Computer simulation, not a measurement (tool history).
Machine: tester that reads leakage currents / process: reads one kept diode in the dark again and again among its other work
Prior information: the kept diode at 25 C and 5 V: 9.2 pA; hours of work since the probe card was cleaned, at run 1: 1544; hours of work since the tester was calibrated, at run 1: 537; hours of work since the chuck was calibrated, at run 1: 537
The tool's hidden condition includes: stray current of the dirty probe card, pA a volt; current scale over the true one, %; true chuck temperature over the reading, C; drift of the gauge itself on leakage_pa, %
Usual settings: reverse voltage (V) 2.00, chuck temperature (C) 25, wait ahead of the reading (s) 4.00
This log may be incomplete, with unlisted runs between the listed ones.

run,hour,reverse voltage (V),chuck temperature (C),wait ahead of the reading (s),hours of work since the probe card was cleaned,hours of work since the tester was calibrated,hours of work since the chuck was calibrated,current that the tester gives (pA)
1,0.0,2.00,25,4.00,1544,537,537,8.54
2,82.7,2.00,25,4.00,1594,588,588,8.58
3,193.6,2.00,25,4.00,1661,655,655,8.75
# hour 268.4: probe card cleaned and baked
4,318.2,2.00,25,4.00,30,728,728,6.73
5,398.2,2.00,25,4.00,79,777,777,6.80
6,481.0,2.00,25,4.00,129,827,827,6.82
7,598.5,2.00,25,4.00,200,898,898,6.78
8,703.6,12.44,25,4.00,264,962,962,13.68
9,832.1,2.00,25,8.76,341,1040,1040,6.89
10,909.6,2.00,25,8.76,388,1087,1087,6.99
11,1050.7,2.00,25,8.76,474,1172,1172,7.03
12,1116.2,2.00,25,8.76,514,1212,1212,7.08
13,1182.9,2.00,25,4.00,554,1252,1252,7.12
14,1298.3,2.00,25,4.00,624,1322,1322,7.10
15,1394.2,2.00,25,4.00,682,1380,1380,7.13
16,1459.5,2.00,21,4.00,721,1420,1420,5.45
17,1539.0,2.00,21,4.00,770,1468,1468,5.66
18,1653.0,2.00,21,4.00,839,1537,1537,5.64
19,1718.1,2.00,21,4.00,878,1576,1576,5.59
20,1785.0,2.00,25,4.00,919,1617,1617,7.27
21,1935.8,2.00,25,4.00,1010,1708,1708,7.48
22,2011.0,4.55,21,4.00,1056,1754,1754,8.79
23,2100.8,17.09,21,0.33,1110,1808,1808,22.58
24,2228.1,17.09,21,0.33,1187,1885,1885,23.39
25,2309.0,17.09,21,0.33,1236,1934,1934,23.82
26,2423.8,1.99,28,2.13,1306,2004,2004,9.27
# hour 2435.4: chuck's temperature calibrated
27,2565.9,19.05,25,1.37,1390,2089,79,28.16
28,2680.0,19.05,29,0.35,1460,2158,148,34.85
29,2777.3,19.05,29,0.35,1519,2217,207,35.28
30,2866.0,1.68,35,6.95,1572,2270,261,13.11
31,2963.5,2.00,25,9.83,1631,2329,320,7.54
# hour 3079.7: probe card cleaned and baked
32,3113.6,2.48,25,0.37,21,2419,409,6.17
33,3223.3,3.28,27,2.57,87,2485,475,7.70
# hour 3243.3: chuck's temperature calibrated, once more
34,3291.0,6.87,22,0.42,127,2525,29,9.26
35,3424.7,14.11,36,4.00,208,2606,110,31.39
36,3509.8,6.61,41,0.94,259,2657,161,34.82
37,3658.9,6.61,41,0.94,350,2748,252,34.86
38,3739.0,4.32,41,0.94,398,2796,300,30.31
39,3839.7,1.76,36,0.49,459,2857,361,15.93
40,3915.8,10.32,46,9.45,505,2903,407,57.03

Entry by entry between the runs, the difference in hidden state between the last listed run before and the first listed run after:
Logged between run 3 and run 4: probe card cleaned and baked (hour 268.4)
  stray current of the dirty probe card, pA a volt: 0.985 -> 0.04; current scale over the true one, %: -0.18 -> -0.19; true chuck temperature over the reading, C: -0.58 -> -0.65
  measured less the result without the state, current that the tester gives (pA): +1.59 -> -0.32
Logged between run 26 and run 27: chuck's temperature calibrated (hour 2435.4)
  stray current of the dirty probe card, pA a volt: 0.822 -> 0.877; current scale over the true one, %: -0.45 -> -0.46; true chuck temperature over the reading, C: -1.8 -> -2.77
  measured less the result without the state, current that the tester gives (pA): +0.38 -> +13.41
Logged between run 31 and run 32: probe card cleaned and baked (hour 3079.7)
  stray current of the dirty probe card, pA a volt: 1.017 -> 0.035; current scale over the true one, %: -0.51 -> -0.53; true chuck temperature over the reading, C: -2.99 -> -3.07
  measured less the result without the state, current that the tester gives (pA): +0.46 -> -1.64
Logged between run 33 and run 34: chuck's temperature calibrated, once more (hour 3243.3)
  stray current of the dirty probe card, pA a volt: 0.074 -> 0.099; current scale over the true one, %: -0.54 -> -0.55; true chuck temperature over the reading, C: -3.13 -> -0.05
  measured less the result without the state, current that the tester gives (pA): -1.97 -> +0.46
